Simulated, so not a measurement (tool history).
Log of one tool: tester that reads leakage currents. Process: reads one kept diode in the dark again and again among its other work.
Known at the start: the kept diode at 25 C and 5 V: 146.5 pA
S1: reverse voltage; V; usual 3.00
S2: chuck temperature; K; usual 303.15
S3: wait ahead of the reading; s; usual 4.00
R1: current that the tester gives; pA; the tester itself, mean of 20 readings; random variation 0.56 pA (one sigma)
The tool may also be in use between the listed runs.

Run 1, day 0.000: usual settings. Result: R1 200.44 pA.
Run 2, day 1.154: usual settings but S3 0.88 s. Result: R1 200.04 pA.
Run 3, day 3.058: usual settings but S3 0.88 s. Result: R1 200.60 pA.
Run 4, day 4.575: usual settings but S3 0.88 s. Result: R1 201.10 pA.
Run 5, day 6.458: usual settings but S3 1.02 s. Result: R1 199.81 pA.
Run 6, day 8.521: usual settings but S3 0.58 s. Result: R1 202.08 pA.
Run 7, day 10.654: usual settings but S3 0.58 s. Result: R1 202.19 pA.
Run 8, day 12.862: usual settings but S1 2.10 V. Result: R1 175.96 pA.
Run 9, day 15.125: usual settings. Result: R1 201.86 pA.
Run 10, day 16.708: usual settings. Result: R1 201.40 pA.
Run 11, day 17.983: usual settings. Result: R1 203.22 pA.
Run 12, day 19.562: usual settings. Result: R1 203.20 pA.
Run 13, day 20.962: usual settings. Result: R1 203.10 pA.
Run 14, day 23.367: usual settings but S2 312.15 K. Result: R1 415.40 pA.
Run 15, day 25.754: usual settings. Result: R1 203.06 pA.
Run 16, day 28.033: usual settings. Result: R1 203.73 pA.
Run 17, day 30.108: usual settings. Result: R1 204.88 pA.
Run 18, day 31.508: usual settings. Result: R1 203.83 pA.
Run 19, day 32.683: usual settings. Result: R1 204.36 pA.
Run 20, day 34.229: usual settings. Result: R1 204.49 pA.
Run 21, day 35.400: usual settings but S1 1.57 V, S2 307.15 K, S3 2.02 s. Result: R1 222.97 pA.
Run 22, day 36.750: usual settings but S1 1.57 V, S2 307.15 K, S3 2.02 s. Result: R1 224.42 pA.
Run 23, day 39.200: usual settings but S1 5.89 V. Result: R1 264.39 pA.
Run 24, day 40.754: usual settings but S1 5.89 V. Result: R1 265.06 pA.
Run 25, day 43.033: usual settings but S1 6.38 V, S2 305.15 K, S3 1.36 s. Result: R1 320.88 pA.
Run 26, day 45.708: usual settings but S2 295.15 K, S3 2.07 s. Result: R1 106.88 pA.
Run 27, day 47.279: usual settings but S3 5.25 s. Result: R1 206.22 pA.
Run 28, day 49.271: usual settings but S2 300.15 K, S3 4.54 s. Result: R1 162.83 pA.
Run 29, day 51.021: usual settings but S2 300.15 K, S3 4.54 s. Result: R1 162.93 pA.
Run 30, day 53.292: usual settings but S1 11.77 V, S2 333.15 K, S3 4.16 s. Result: R1 3164.33 pA.
Run 31, day 55.233: usual settings but S3 0.63 s. Result: R1 209.13 pA.
Run 32, day 57.117: usual settings but S3 0.63 s. Result: R1 209.84 pA.
Run 33, day 58.458: usual settings but S2 294.15 K, S3 0.38 s. Result: R1 99.81 pA.
Run 34, day 60.783: usual settings but S1 15.09 V, S2 327.15 K, S3 0.38 s. Result: R1 2320.46 pA.
Run 35, day 61.988: usual settings but S1 15.09 V, S2 327.15 K, S3 0.38 s. Result: R1 2321.99 pA.
Run 36, day 63.479: usual settings but S1 4.39 V, S2 313.15 K, S3 0.32 s. Result: R1 529.67 pA.
Run 37, day 65.458: usual settings but S1 1.16 V, S2 300.15 K. Result: R1 115.62 pA.
Run 38, day 67.617: usual settings but S1 1.16 V, S2 300.15 K. Result: R1 116.20 pA.
Run 39, day 69.679: usual settings but S2 309.15 K, S3 0.47 s. Result: R1 340.88 pA.
Run 40, day 71.567: usual settings but S1 1.96 V, S2 315.15 K, S3 0.37 s. Result: R1 461.24 pA.

4 ways to go on from here, each from the tool as it stands after run 40. What would each give?
Run A, day 73.025: usual settings but S1 1.96 V, S2 315.15 K, S3 0.49 s. Result: R1 ?.
Run B, day 73.025: usual settings but S1 9.37 V, S2 332.15 K, S3 0.37 s. Result: R1 ?.
Run C, day 73.025: usual settings but S1 1.03 V, S2 309.15 K, S3 0.52 s. Result: R1 ?.
Run D, day 73.025: usual settings but S3 1.44 s. Result: R1 ?.

run       R1
  A   460.00
  B  2764.38
  C   230.70
  D   213.05
Without the tool's hidden state the same runs would have given:
run       R1
  A   406.87
  B  2477.37
  C   203.02
  D   185.56
